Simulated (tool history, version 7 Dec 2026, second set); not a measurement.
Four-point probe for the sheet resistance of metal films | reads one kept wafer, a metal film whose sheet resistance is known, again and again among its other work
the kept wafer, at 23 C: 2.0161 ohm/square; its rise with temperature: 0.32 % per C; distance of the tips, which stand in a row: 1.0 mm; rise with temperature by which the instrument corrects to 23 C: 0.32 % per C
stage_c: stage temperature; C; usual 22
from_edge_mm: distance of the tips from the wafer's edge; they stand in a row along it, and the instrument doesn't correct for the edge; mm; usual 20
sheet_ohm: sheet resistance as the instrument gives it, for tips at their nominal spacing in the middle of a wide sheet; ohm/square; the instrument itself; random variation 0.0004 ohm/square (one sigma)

run,hour,stage_c,from_edge_mm,sheet_ohm
1,0,22,20,2.011057
2,11.6,22,20,2.01234
3,27.8,33,20,2.012397
4,45.9,21,20,2.011787
5,66.8,22,20,2.011712
6,89.1,22,20,2.010727
7,115.8,22,20,2.01133
8,136.1,22,20,2.011576
9,157,22,20,2.010995
10,173.8,22,44,2.008396
11,195.6,22,44,2.008901
12,206.5,32,20,2.012217
# hour 209: stage's thermometer calibrated
13,228.8,22,20,2.010692
14,242.7,22,20,2.010308
15,262.2,22,20,2.010545
16,289.2,22,20,2.011357
# hour 294.3: stage's thermometer calibrated, once more
17,304.5,30,50,2.008444
18,323.3,26,5,2.049798
19,343.4,26,5,2.050068
20,370.4,23,41,2.006623
21,382.8,28,5,2.050616
22,401.4,28,5,2.049543
23,428.1,31,14,2.01271
24,454.4,31,14,2.013635
25,477.9,31,14,2.013031
26,501.5,34,54,2.008044
27,522.5,22,9,2.02056
28,540.3,24,30,2.008267
29,566.5,22,9,2.020296
30,590.3,22,9,2.019615

5 ways to go on from here, each from the tool as it stands after run 30. What would each give?
A,609.2,22,6,?
B,609.2,24,43,?
C,609.2,21,14,?
D,609.2,22,13,?
E,609.2,32,18,?

run,sheet_ohm
A,2.036276
B,2.005979
C,2.011681
D,2.012854
E,2.01082
Without the tool's hidden state the same runs would have given:
run,sheet_ohm
A,2.046012
B,2.015585
C,2.021308
D,2.022488
E,2.020459
